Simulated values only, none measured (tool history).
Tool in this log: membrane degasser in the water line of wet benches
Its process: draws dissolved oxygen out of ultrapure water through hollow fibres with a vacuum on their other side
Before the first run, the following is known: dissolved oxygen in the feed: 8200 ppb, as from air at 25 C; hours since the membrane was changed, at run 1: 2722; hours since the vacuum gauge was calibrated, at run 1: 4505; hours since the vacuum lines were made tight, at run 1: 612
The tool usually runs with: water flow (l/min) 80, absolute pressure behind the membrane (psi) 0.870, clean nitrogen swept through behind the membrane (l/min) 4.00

run	hour	water flow (l/min)	absolute pressure behind the membrane (psi)	clean nitrogen swept through behind the membrane (l/min)	hours since the membrane was changed	hours since the vacuum gauge was calibrated	hours since the vacuum lines were made tight	dissolved oxygen in the water behind the degasser (ppb)	pressure that the water loses in the fibres (psi)
1	0.0	80	0.870	4.00	2722	4505	612	140.8	7.349
# hour 221.9: vacuum gauge calibrated
2	332.1	80	0.870	4.00	3054	110	944	133.3	7.358
3	645.7	80	0.870	4.00	3368	424	1258	133.2	7.395
4	869.5	111	0.870	4.00	3591	648	1481	189.9	10.276
5	1198.2	111	0.870	4.00	3920	976	1810	189.2	10.312
6	1444.6	111	0.870	4.00	4166	1223	2056	191.4	10.228
7	1677.4	111	0.870	4.00	4399	1455	2289	190.4	10.277
8	1969.6	111	0.870	4.00	4691	1748	2581	191.1	10.347
9	2154.0	70	0.870	4.00	4876	1932	2766	117.8	6.528
10	2303.9	70	0.870	4.00	5026	2082	2916	117.5	6.535
11	2491.4	70	0.870	4.00	5213	2269	3103	117.8	6.563
12	2664.7	70	0.870	4.00	5387	2443	3277	119.3	6.557
13	2823.2	70	0.870	4.00	5545	2601	3435	117.5	6.560
14	3061.6	70	0.870	2.82	5784	2840	3673	160.4	6.522
15	3288.3	70	0.870	2.82	6010	3066	3900	161.1	6.544
16	3507.3	80	0.870	4.00	6229	3285	4119	138.8	7.477
17	3793.5	80	0.870	4.00	6515	3572	4405	140.3	7.501
18	4104.3	51	1.988	8.54	6826	3882	4716	151.9	4.751
19	4381.5	69	0.870	3.05	7103	4160	4993	149.9	6.472
20	4665.2	55	0.645	1.93	7387	4443	5277	87.6	5.129
21	4816.2	54	1.236	2.18	7538	4594	5428	287.8	5.092
# hour 4946.2: vacuum gauge calibrated
22	5075.4	54	1.236	2.18	7797	129	5687	278.8	5.166
23	5225.4	54	1.236	2.18	7947	279	5837	282.1	5.082
24	5551.4	54	1.236	2.18	8273	605	6163	286.7	5.105
25	5883.6	107	0.547	2.46	8605	937	6495	79.6	10.098
26	6205.4	80	0.870	3.36	8927	1259	6817	158.1	7.594
27	6528.0	94	0.547	1.90	9249	1582	7139	80.5	8.963
28	6708.4	119	1.616	7.10	9430	1762	7320	328.9	11.352
29	6859.1	80	0.870	4.39	9580	1913	7470	128.8	7.606
30	7185.2	80	1.769	10.91	9907	2239	7797	169.3	7.635
31	7428.2	80	1.516	10.91	10150	2482	8040	140.6	7.613
32	7584.6	85	0.658	2.18	10306	2638	8196	128.7	8.089

Results per run with the tool's hidden condition removed, run-to-run variation unchanged:
Hidden state present: membrane still open, %; true pressure behind the membrane over the reading, kPa; air that leaks in behind the membrane, l/min; drift of the gauge itself on oxygen_ppb, %; drift of the gauge itself on loss_of_pressure_kpa, %.
run	dissolved oxygen in the water behind the degasser (ppb)	pressure that the water loses in the fibres (psi)
1	131.5	7.266
2	132.9	7.265
3	132.1	7.291
4	187.0	10.124
5	185.3	10.145
6	186.9	10.051
7	185.2	10.090
8	185.0	10.145
9	114.3	6.396
10	113.7	6.401
11	113.8	6.422
12	114.9	6.409
13	112.8	6.409
14	153.8	6.366
15	154.0	6.382
16	131.8	7.284
17	132.6	7.298
18	148.7	4.615
19	141.0	6.282
20	76.9	4.970
21	277.9	4.933
22	276.0	4.999
23	278.9	4.914
24	282.6	4.930
25	69.2	9.736
26	151.5	7.313
27	68.1	8.618
28	318.1	10.907
29	121.7	7.303
30	163.8	7.320
31	135.0	7.291
32	115.1	7.741

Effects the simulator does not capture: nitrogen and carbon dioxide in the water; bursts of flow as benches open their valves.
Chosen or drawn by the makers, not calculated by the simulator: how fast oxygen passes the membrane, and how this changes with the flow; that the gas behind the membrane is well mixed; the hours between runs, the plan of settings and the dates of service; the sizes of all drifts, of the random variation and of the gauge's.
